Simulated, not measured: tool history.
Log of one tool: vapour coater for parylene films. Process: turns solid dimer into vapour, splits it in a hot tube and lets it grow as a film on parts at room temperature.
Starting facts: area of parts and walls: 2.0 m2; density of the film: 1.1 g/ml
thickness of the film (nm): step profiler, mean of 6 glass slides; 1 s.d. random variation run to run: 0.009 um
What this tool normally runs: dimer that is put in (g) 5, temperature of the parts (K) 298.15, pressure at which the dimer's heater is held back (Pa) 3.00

run	day	dimer that is put in (g)	temperature of the parts (K)	pressure at which the dimer's heater is held back (Pa)	thickness of the film (nm)
1	0.000	5	298.15	3.00	1099
2	1.575	5	298.15	3.00	1088
3	3.296	5	306.15	3.00	851
4	4.538	5	306.15	3.00	844
5	5.838	5	295.15	3.00	1191
6	7.954	5	295.15	3.00	1170
7	9.025	5	298.15	3.00	1079
8	10.992	5	298.15	3.00	1087
9	12.604	5	298.15	3.00	1083
10	14.308	5	298.15	4.63	999
11	16.329	5	298.15	3.00	1073
12	17.433	5	298.15	3.00	1078
13	18.871	5	298.15	3.00	1068
14	20.604	5	298.15	3.00	1059
15	21.771	5	298.15	3.00	1061
16	23.538	5	298.15	2.98	1048
17	25.275	5	298.15	2.98	1053
18	26.317	3	298.15	3.00	633
19	27.592	3	298.15	3.00	619
20	28.500	5	292.15	3.00	1253
21	30.192	5	292.15	3.00	1253
22	31.279	5	305.15	3.00	847
23	32.475	5	298.15	3.00	1108
24	34.592	5	298.15	3.00	1107
25	36.467	5	298.15	3.00	1109
26	38.092	6	291.15	3.70	1594
27	40.092	9	297.15	2.73	2068
28	41.529	9	297.15	2.73	2085
29	42.896	8	301.15	3.07	1601
30	44.533	8	292.15	6.95	1874
31	45.458	6	292.15	6.95	1397
32	46.500	6	292.15	6.95	1386
33	47.771	6	292.15	6.95	1397
34	49.696	7	307.15	11.52	953
35	51.908	7	307.15	11.52	949
36	54.129	7	307.15	11.52	933
37	56.083	5	298.15	9.07	918
38	57.996	4	300.15	3.00	807
39	59.975	4	300.15	3.00	821
40	62.083	4	300.15	3.00	819
41	64.229	4	300.15	3.00	819
42	65.883	8	298.15	7.19	1513
43	66.800	5	295.15	4.66	1097
44	69.017	5	295.15	4.66	1105
45	71.242	5	298.15	2.25	1129
46	73.458	9	307.15	9.83	1206
47	74.383	9	307.15	9.83	1225
48	76.517	9	307.15	9.83	1212

Taken out of this log: 2 entries between the listed runs. Where each belongs, and how the hidden state differs across it:
Logged between run 13 and run 14: trap's valve overhauled (day 19.433)
  vapour lost through the trap's worn valve, %: 4.5 -> 5.9
  measured less the result without the state, thickness of the film (nm): -64 -> -80
Logged between run 22 and run 23: trap's valve overhauled, once more (day 32.183)
  vapour lost through the trap's worn valve, %: 6.8 -> 0.5; true temperature of the parts over the reading, C: 0.44 -> 0.45
  measured less the result without the state, thickness of the film (nm): -73 -> -21
